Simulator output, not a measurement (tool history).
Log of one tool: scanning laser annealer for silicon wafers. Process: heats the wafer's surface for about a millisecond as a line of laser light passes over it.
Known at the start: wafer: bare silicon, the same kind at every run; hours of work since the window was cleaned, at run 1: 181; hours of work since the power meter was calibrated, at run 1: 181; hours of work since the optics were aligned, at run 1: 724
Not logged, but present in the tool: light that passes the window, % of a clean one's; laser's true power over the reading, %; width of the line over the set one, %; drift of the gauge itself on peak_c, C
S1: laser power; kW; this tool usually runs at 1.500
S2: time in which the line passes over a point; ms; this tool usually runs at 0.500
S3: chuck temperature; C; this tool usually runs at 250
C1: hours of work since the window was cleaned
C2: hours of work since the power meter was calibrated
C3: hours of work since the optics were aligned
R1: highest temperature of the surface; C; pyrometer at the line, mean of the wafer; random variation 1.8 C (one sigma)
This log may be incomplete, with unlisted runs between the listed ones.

run	hour	S1	S2	S3	C1	C2	C3	R1
1	0.0	1.500	0.500	250	181	181	724	972
2	6.4	1.500	0.500	250	184	184	727	973
3	15.5	1.500	0.500	250	188	188	731	970
4	28.4	1.500	0.420	250	194	194	737	910
5	36.3	1.500	0.420	250	198	198	741	908
6	44.9	1.500	0.500	250	201	201	744	970
7	57.8	1.500	0.470	250	207	207	750	949
8	64.1	1.500	0.470	250	210	210	753	946
9	76.9	1.435	0.470	250	216	216	759	923
# hour 82.4: optics aligned, line set to its width
10	95.2	1.500	0.425	250	222	222	6	911
11	106.9	1.500	0.360	250	227	227	11	860
12	119.5	1.500	0.360	250	233	233	17	855
13	125.6	1.500	0.500	250	235	235	19	969
14	133.4	1.348	0.430	281	239	239	23	883
15	143.0	1.415	0.605	235	243	243	27	983
16	151.5	1.620	0.397	233	247	247	31	923
17	157.4	1.338	0.382	217	250	250	34	777

The next listed run, before its measurement:
# hour 163.6: optics aligned, line set to its width, once more
18	172.5	1.342	0.407	266	254	254	4	?

{"run 18": {"R1": 851}}
Had the tool carried no hidden state, the very same run would have given R1 865 C.

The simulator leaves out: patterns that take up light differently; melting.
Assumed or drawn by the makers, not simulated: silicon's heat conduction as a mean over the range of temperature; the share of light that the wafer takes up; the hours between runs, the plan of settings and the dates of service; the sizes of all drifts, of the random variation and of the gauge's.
